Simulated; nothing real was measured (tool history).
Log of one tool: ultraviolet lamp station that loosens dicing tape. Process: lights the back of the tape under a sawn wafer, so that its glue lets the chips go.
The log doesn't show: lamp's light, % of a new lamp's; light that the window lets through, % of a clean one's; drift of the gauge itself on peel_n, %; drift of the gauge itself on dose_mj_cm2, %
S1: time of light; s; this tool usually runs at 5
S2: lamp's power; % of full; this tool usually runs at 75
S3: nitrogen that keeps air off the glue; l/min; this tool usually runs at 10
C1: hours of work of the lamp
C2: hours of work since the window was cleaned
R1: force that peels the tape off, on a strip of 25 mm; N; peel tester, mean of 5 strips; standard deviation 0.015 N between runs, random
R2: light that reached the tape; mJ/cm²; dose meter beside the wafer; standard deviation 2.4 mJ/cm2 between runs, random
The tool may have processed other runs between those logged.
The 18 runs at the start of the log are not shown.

run   hour  S1  S2  S3   C1   C2     R1   R2
 19  149.7   5  75  10  243  209  0.725  275
 20  157.5   5  75  10  246  212  0.758  284
 21  163.4   5  91  10  249  215  0.515  339
 22  171.5   5  91  10  253  219  0.499  336
 23  178.5   7  79  10  257  223  0.352  408
 24    186   7  98   9  260  226  0.286  508
 25  193.4   7  98   9  264  230  0.269  504
 26  199.4   7  98   9  267  233  0.286  507
 27  204.7   7  98   9  269  235  0.284  507
 28  211.3   3  90   9  272  238  1.385  197
 29  216.7   5  67   8  275  241  1.066  250
 30  224.3   5  67   8  279  245  1.017  246
 31  233.2   5  60  14  283  249   0.97  221
 32  242.5   5  60  14  287  253   0.93  219
 33  249.9   5  65   4  291  257  1.596  239
 34  254.9   8  65   3  293  259  0.883  385
 35  262.5   8  65   3  297  263  0.851  385
 36  268.5   8  65   3  300  266  0.879  383
 37  276.8   8  65   3  304  270  0.817  388
 38  282.9   2  79   4  307  273  3.583  117
 39  291.9   3  76   5  311  277  2.221  168
 40  298.5   3  76   5  314  280   2.32  167
 41  308.7   5  92  10  319  285  0.491  341
 42  318.6   9  92  10  324  290  0.235  609
 43  323.9   5  93  10  327  293  0.482  341

Here are 3 independent what-if runs from the current tool condition. What would each one return?
  A  328.5   5  88   4  329  295   ?   ?
  B  328.5   8  77   6  329  295   ?   ?
  C  328.5   5  78  10  329  295   ?   ?

run     R1   R2
  A  0.943  325
  B   0.41  457
  C  0.669  286
Without the tool's unlogged condition, the same runs would have read:
run     R1   R2
  A  0.939  326
  B  0.408  458
  C  0.665  286

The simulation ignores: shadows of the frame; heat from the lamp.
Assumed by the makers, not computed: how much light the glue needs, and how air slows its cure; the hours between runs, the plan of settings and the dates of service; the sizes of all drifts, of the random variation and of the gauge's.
